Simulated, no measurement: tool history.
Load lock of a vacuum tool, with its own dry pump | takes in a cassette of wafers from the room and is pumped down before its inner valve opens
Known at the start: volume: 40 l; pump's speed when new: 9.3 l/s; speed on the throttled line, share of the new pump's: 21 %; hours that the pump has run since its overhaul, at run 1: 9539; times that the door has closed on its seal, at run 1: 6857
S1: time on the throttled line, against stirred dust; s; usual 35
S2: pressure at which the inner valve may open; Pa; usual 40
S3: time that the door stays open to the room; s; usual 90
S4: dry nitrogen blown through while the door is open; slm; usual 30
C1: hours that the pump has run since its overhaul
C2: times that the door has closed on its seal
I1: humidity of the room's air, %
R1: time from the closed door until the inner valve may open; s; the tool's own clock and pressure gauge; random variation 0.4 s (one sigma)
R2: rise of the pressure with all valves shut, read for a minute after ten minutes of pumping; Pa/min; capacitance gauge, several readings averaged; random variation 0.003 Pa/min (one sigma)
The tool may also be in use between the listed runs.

{"run": 1, "hour": 0.0, "S1": 35, "S2": 40, "S3": 90, "S4": 30, "C1": 9539, "C2": 6857, "I1": 44.6, "R1": 66.6, "R2": 0.056}
{"run": 2, "hour": 356.9, "S1": 35, "S2": 40, "S3": 90, "S4": 30, "C1": 9896, "C2": 8223, "I1": 45.5, "R1": 66, "R2": 0.058}
{"run": 3, "hour": 536.6, "S1": 35, "S2": 40, "S3": 90, "S4": 30, "C1": 10076, "C2": 8910, "I1": 48.2, "R1": 67.1, "R2": 0.072}
{"run": 4, "hour": 846.4, "S1": 25, "S2": 40, "S3": 90, "S4": 30, "C1": 10385, "C2": 10096, "I1": 46.9, "R1": 59.7, "R2": 0.073}
{"run": 5, "hour": 1112.3, "S1": 35, "S2": 76, "S3": 90, "S4": 30, "C1": 10651, "C2": 11114, "I1": 44, "R1": 64.3, "R2": 0.08}
{"run": 6, "hour": 1300.0, "S1": 35, "S2": 40, "S3": 90, "S4": 8, "C1": 10839, "C2": 11833, "I1": 44, "R1": 67.4, "R2": 0.116}
{"run": 7, "hour": 1673.1, "S1": 35, "S2": 40, "S3": 90, "S4": 8, "C1": 11212, "C2": 13261, "I1": 47, "R1": 67.4, "R2": 0.126}
{"run": 8, "hour": 2054.7, "S1": 22, "S2": 40, "S3": 90, "S4": 30, "C1": 11594, "C2": 14721, "I1": 45, "R1": 58.2, "R2": 0.099}
{"run": 9, "hour": 2393.2, "S1": 22, "S2": 40, "S3": 90, "S4": 30, "C1": 11932, "C2": 16017, "I1": 46.9, "R1": 58.1, "R2": 0.109}
{"run": 10, "hour": 2599.0, "S1": 22, "S2": 40, "S3": 90, "S4": 30, "C1": 12138, "C2": 16805, "I1": 45.8, "R1": 59.4, "R2": 0.116}
{"run": 11, "hour": 2793.0, "S1": 22, "S2": 40, "S3": 90, "S4": 30, "C1": 12332, "C2": 17547, "I1": 46.4, "R1": 59.1, "R2": 0.119}
{"run": 12, "hour": 3036.7, "S1": 22, "S2": 32, "S3": 90, "S4": 30, "C1": 12576, "C2": 18480, "I1": 42.9, "R1": 60.2, "R2": 0.125}
{"run": 13, "hour": 3302.7, "S1": 22, "S2": 32, "S3": 90, "S4": 30, "C1": 12842, "C2": 19498, "I1": 44.1, "R1": 61.3, "R2": 0.136}
{"run": 14, "hour": 3641.5, "S1": 35, "S2": 40, "S3": 90, "S4": 30, "C1": 13181, "C2": 20795, "I1": 43.4, "R1": 68.8, "R2": 0.144}
{"run": 15, "hour": 3802.0, "S1": 35, "S2": 70, "S3": 90, "S4": 30, "C1": 13341, "C2": 21409, "I1": 42.8, "R1": 65.9, "R2": 0.153}
{"run": 16, "hour": 3995.9, "S1": 35, "S2": 40, "S3": 90, "S4": 30, "C1": 13535, "C2": 22151, "I1": 45.3, "R1": 69.5, "R2": 0.153}
{"run": 17, "hour": 4192.3, "S1": 35, "S2": 40, "S3": 90, "S4": 30, "C1": 13731, "C2": 22903, "I1": 43.4, "R1": 69, "R2": 0.156}
{"run": 18, "hour": 4481.0, "S1": 36, "S2": 38, "S3": 90, "S4": 7, "C1": 14020, "C2": 24008, "I1": 47.2, "R1": 70.5, "R2": 0.21}
{"run": 19, "hour": 4785.2, "S1": 44, "S2": 38, "S3": 109, "S4": 7, "C1": 14324, "C2": 25172, "I1": 42.5, "R1": 76.9, "R2": 0.225}
{"run": 20, "hour": 4966.1, "S1": 35, "S2": 40, "S3": 63, "S4": 30, "C1": 14505, "C2": 25865, "I1": 44.1, "R1": 70, "R2": 0.187}
{"run": 21, "hour": 5191.1, "S1": 33, "S2": 40, "S3": 63, "S4": 6, "C1": 14730, "C2": 26726, "I1": 45.1, "R1": 68.1, "R2": 0.222}
{"run": 22, "hour": 5385.4, "S1": 44, "S2": 63, "S3": 29, "S4": 6, "C1": 14924, "C2": 27470, "I1": 45.7, "R1": 74.6, "R2": 0.201}
{"run": 23, "hour": 5677.3, "S1": 35, "S2": 80, "S3": 99, "S4": 30, "C1": 15216, "C2": 28587, "I1": 46.8, "R1": 66.8, "R2": 0.23}
{"run": 24, "hour": 5871.1, "S1": 30, "S2": 70, "S3": 96, "S4": 15, "C1": 15410, "C2": 29329, "I1": 41.1, "R1": 63.8, "R2": 0.238}
{"hour": 5895.2, "done": "dry pump taken out, an overhauled one fitted"}
{"run": 25, "hour": 6045.2, "S1": 69, "S2": 70, "S3": 96, "S4": 19, "C1": 150, "C2": 29972, "I1": 42.3, "R1": 85.4, "R2": 0.243}
{"run": 26, "hour": 6348.5, "S1": 35, "S2": 56, "S3": 191, "S4": 6, "C1": 453, "C2": 31133, "I1": 46.9, "R1": 59.5, "R2": 0.35}
{"hour": 6420.0, "done": "door's seal changed, seat wiped"}
{"run": 27, "hour": 6647.5, "S1": 35, "S2": 56, "S3": 191, "S4": 6, "C1": 751, "C2": 871, "I1": 44.8, "R1": 59.6, "R2": 0.123}
{"run": 28, "hour": 6934.2, "S1": 35, "S2": 56, "S3": 191, "S4": 6, "C1": 1038, "C2": 1969, "I1": 48.8, "R1": 60.2, "R2": 0.134}
{"run": 29, "hour": 7284.4, "S1": 60, "S2": 74, "S3": 90, "S4": 25, "C1": 1388, "C2": 3309, "I1": 44, "R1": 79.2, "R2": 0.049}
{"run": 30, "hour": 7485.5, "S1": 39, "S2": 49, "S3": 90, "S4": 25, "C1": 1589, "C2": 4079, "I1": 42, "R1": 63.5, "R2": 0.046}
{"run": 31, "hour": 7783.0, "S1": 39, "S2": 49, "S3": 90, "S4": 25, "C1": 1886, "C2": 5217, "I1": 44.9, "R1": 63.7, "R2": 0.051}
{"run": 32, "hour": 7957.6, "S1": 39, "S2": 49, "S3": 90, "S4": 25, "C1": 2061, "C2": 5886, "I1": 43.4, "R1": 64, "R2": 0.057}
{"run": 33, "hour": 8218.0, "S1": 35, "S2": 40, "S3": 90, "S4": 27, "C1": 2321, "C2": 6882, "I1": 42.2, "R1": 62.6, "R2": 0.057}

Forecast each of these 4 alternatives for the next run:
{"run": "A", "hour": 8541.8, "S1": 46, "S2": 40, "S3": 164, "S4": 16, "C1": 2645, "C2": 8122, "I1": 42.1, "R1": "?", "R2": "?"}
{"run": "B", "hour": 8541.8, "S1": 39, "S2": 60, "S3": 90, "S4": 26, "C1": 2645, "C2": 8122, "I1": 45.1, "R1": "?", "R2": "?"}
{"run": "C", "hour": 8541.8, "S1": 26, "S2": 71, "S3": 90, "S4": 14, "C1": 2645, "C2": 8122, "I1": 43.7, "R1": "?", "R2": "?"}
{"run": "D", "hour": 8541.8, "S1": 61, "S2": 51, "S3": 97, "S4": 27, "C1": 2645, "C2": 8122, "I1": 44.3, "R1": "?", "R2": "?"}

run=A R1=71.1 R2=0.098
run=B R1=63.3 R2=0.062
run=C R1=52.5 R2=0.084
run=D R1=81.4 R2=0.062
Without the tool's hidden state the same runs would have given:
run=A R1=70.2 R2=0.073
run=B R1=62.4 R2=0.037
run=C R1=51.5 R2=0.059
run=D R1=80.7 R2=0.037
